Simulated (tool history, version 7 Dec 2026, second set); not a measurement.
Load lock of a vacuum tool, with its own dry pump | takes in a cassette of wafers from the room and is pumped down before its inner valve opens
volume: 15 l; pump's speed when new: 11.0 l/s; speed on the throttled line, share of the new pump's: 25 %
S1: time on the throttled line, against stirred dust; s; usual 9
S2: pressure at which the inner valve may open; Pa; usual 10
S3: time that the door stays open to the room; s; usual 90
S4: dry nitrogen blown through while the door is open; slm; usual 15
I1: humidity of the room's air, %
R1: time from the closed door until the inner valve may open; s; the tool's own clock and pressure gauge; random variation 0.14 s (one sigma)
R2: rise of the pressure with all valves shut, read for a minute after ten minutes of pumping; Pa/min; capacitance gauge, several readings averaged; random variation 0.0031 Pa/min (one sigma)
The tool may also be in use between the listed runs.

run     hour  S1  S2   S3  S4    I1    R1     R2
  1        0   9  10   90  15  45.2  20.3  0.722
  2    335.3   9  10   90  15    43  20.4  0.722
  3    866.4   9  10   90  15  41.4  20.6   0.74
       996.8  -- door's seal changed, seat wiped
  4   1448.4   9  10   90  15    47  20.6  0.082
  5   1984.3   9  10   90  15  44.9  20.7  0.086
  6   2374.5   9  10   90  15  47.2  20.6   0.09
  7   2669.7   9  10   90  15  45.2  20.6  0.092
  8   2994.6   9  10   90  15  39.8    21  0.091
  9   3344.4   9  10   90  15  43.4    21  0.095
 10   3850.3   9  10   90  15  45.9  20.9  0.103
 11   4156.3   9  10   90  15  43.8  21.1  0.108
 12   4812.8   9  10   90  15  42.5  21.3  0.112
 13   5460.6   9  11   90  15  44.5  21.3  0.122
 14   5734.8   9  11   90  15  47.8    21  0.134
 15   6219.3   9  11   90  15  46.3    21   0.14
 16     6510   9  11   90  15  45.1  21.2  0.141
 17   7035.5   9  11   90  15  47.8  21.4  0.153
 18   7488.8   9  10   90  15  45.8  21.6  0.158
 19     8088   9  10   90  15  42.6  21.4  0.161
 20   8702.8   9  10   90  12  42.4    22  0.175
 21   9257.2   6  13  184  10  47.2  19.8  0.217
 22   9707.5   6  13  184  10  45.7  19.8   0.22
 23  10331.8   9  10  172  15  47.1  22.1  0.219
 24  10936.1  14  12  172  15  43.8  25.5  0.235
 25    11243  14  12  172  15  45.7  25.6  0.241
       11678  -- dry pump taken out, an overhauled one fitted
 26  11890.5  14  12  172  15  42.9  22.7  0.251
 27  12404.1   9   8   90  15  44.9  19.8  0.248
 28  12939.2   9   8   90  15  42.9  19.9  0.257
 29  13597.7   9  11   90  17  44.3  19.8  0.276
 30  14257.8  15   9   27   9  49.9  24.4  0.279
 31  14727.4   9  17   40  16  44.5  19.1  0.291
 32  15067.2   9  17   40  16    45  18.9  0.301
 33  15506.8   5  10  127  15  43.8  16.8  0.325
 34  16127.4  17   8   74  15  43.1  26.6  0.331
 35  16606.2   7  10   90   9  45.4  18.7  0.364

Hidden state or all else? Some run-to-run changes of R1, split into what the settings, what came in and random variation would give without the hidden state, and what is left for the hidden state (with any gauge scatter that isn't in both results):
The hidden state here: pump's speed, % of a new pump's; leak at the door's seal, Pa l/s; drift of the gauge itself on ready_s, %; drift of the gauge itself on rise_pa_min, %.
Run 23 -> 24: S1 9 -> 14, S2 10 -> 12. R1 +3.4 s: hidden state -0.3, all else +3.7.
Run 25 -> 26: dry pump taken out, an overhauled one fitted. R1 -2.9 s: hidden state -2.6, all else -0.3.
Run 30 -> 31: S1 15 -> 9, S2 9 -> 17, S3 27 -> 40, S4 9 -> 16. R1 -5.3 s: hidden state +0.1, all else -5.4.
Run 33 -> 34: S1 5 -> 17, S2 10 -> 8, S3 127 -> 74. R1 +9.8 s: hidden state -0.1, all else +9.9.
Run 34 -> 35: S1 17 -> 7, S2 8 -> 10, S3 74 -> 90, S4 15 -> 9. R1 -7.9 s: hidden state +0.3, all else -8.2.
